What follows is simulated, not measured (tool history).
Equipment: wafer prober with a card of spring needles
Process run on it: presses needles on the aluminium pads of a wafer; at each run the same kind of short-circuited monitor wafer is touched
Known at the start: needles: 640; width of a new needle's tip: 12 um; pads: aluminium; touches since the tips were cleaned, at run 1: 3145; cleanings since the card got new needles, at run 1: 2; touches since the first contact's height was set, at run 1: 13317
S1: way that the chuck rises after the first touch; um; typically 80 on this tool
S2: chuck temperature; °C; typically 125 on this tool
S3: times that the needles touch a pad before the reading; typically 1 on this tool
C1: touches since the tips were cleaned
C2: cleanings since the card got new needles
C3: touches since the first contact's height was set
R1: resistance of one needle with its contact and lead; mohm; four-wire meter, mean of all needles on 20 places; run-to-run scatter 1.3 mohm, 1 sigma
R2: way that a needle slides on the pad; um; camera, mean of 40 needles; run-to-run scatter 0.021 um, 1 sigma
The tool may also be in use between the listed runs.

run 1 day=0 | S1=80 S2=125 S3=1 | C1=3145 C2=2 C3=13317 | R1=259 R2=13.57
-- day=0.304 tips cleaned on abrasive film
run 2 day=0.354 | S1=90 S2=125 S3=1 | C1=253 C2=3 C3=15004 | R1=273 R2=15.21
run 3 day=0.546 | S1=90 S2=125 S3=1 | C1=1164 C2=3 C3=15915 | R1=269 R2=15.24
run 4 day=0.733 | S1=80 S2=125 S3=1 | C1=2057 C2=3 C3=16808 | R1=270 R2=13.54
run 5 day=0.971 | S1=80 S2=125 S3=1 | C1=3204 C2=3 C3=17955 | R1=270 R2=13.54
-- day=1.283 tips cleaned on abrasive film
run 6 day=1.412 | S1=80 S2=125 S3=1 | C1=622 C2=4 C3=20067 | R1=246 R2=13.51
run 7 day=1.842 | S1=89 S2=125 S3=1 | C1=2669 C2=4 C3=22114 | R1=256 R2=15.01
run 8 day=2.117 | S1=89 S2=125 S3=1 | C1=3992 C2=4 C3=23437 | R1=261 R2=15.05
-- day=2.233 tips cleaned on abrasive film
run 9 day=2.458 | S1=63 S2=125 S3=2 | C1=1083 C2=5 C3=25070 | R1=244 R2=10.56
-- day=2.754 tips cleaned on abrasive film, once more
run 10 day=2.783 | S1=80 S2=39 S3=1 | C1=150 C2=6 C3=26607 | R1=222 R2=13.45
run 11 day=3.221 | S1=82 S2=125 S3=3 | C1=2242 C2=6 C3=28699 | R1=243 R2=13.79
run 12 day=3.496 | S1=82 S2=42 S3=1 | C1=3570 C2=6 C3=30027 | R1=239 R2=13.78
-- day=3.712 tips cleaned on abrasive film
run 13 day=3.871 | S1=71 S2=42 S3=1 | C1=759 C2=7 C3=31807 | R1=230 R2=11.97
run 14 day=4.25 | S1=78 S2=47 S3=3 | C1=2584 C2=7 C3=33632 | R1=226 R2=13.13
run 15 day=4.617 | S1=80 S2=91 S3=2 | C1=4337 C2=7 C3=35385 | R1=243 R2=13.46

4 options for the next run, each taken on its own from the tool as it stands now. Forecast them:
-- day=4.688 tips cleaned on abrasive film
run A day=5.012 | S1=80 S2=105 S3=2 | C1=1562 C2=8 C3=37259 | R1=? R2=?
-- day=4.688 tips cleaned on abrasive film
run B day=5.012 | S1=62 S2=125 S3=1 | C1=1562 C2=8 C3=37259 | R1=? R2=?
-- day=4.688 tips cleaned on abrasive film
run C day=5.012 | S1=72 S2=91 S3=2 | C1=1562 C2=8 C3=37259 | R1=? R2=?
-- day=4.688 tips cleaned on abrasive film
run D day=5.012 | S1=97 S2=94 S3=3 | C1=1562 C2=8 C3=37259 | R1=? R2=?

run=A R1=241 R2=13.46
run=B R1=252 R2=10.38
run=C R1=238 R2=12.09
run=D R1=236 R2=16.32
With no hidden state in the tool, these same runs would have given:
run=A R1=233 R2=13.6
run=B R1=237 R2=10.52
run=C R1=229 R2=12.23
run=D R1=231 R2=16.46

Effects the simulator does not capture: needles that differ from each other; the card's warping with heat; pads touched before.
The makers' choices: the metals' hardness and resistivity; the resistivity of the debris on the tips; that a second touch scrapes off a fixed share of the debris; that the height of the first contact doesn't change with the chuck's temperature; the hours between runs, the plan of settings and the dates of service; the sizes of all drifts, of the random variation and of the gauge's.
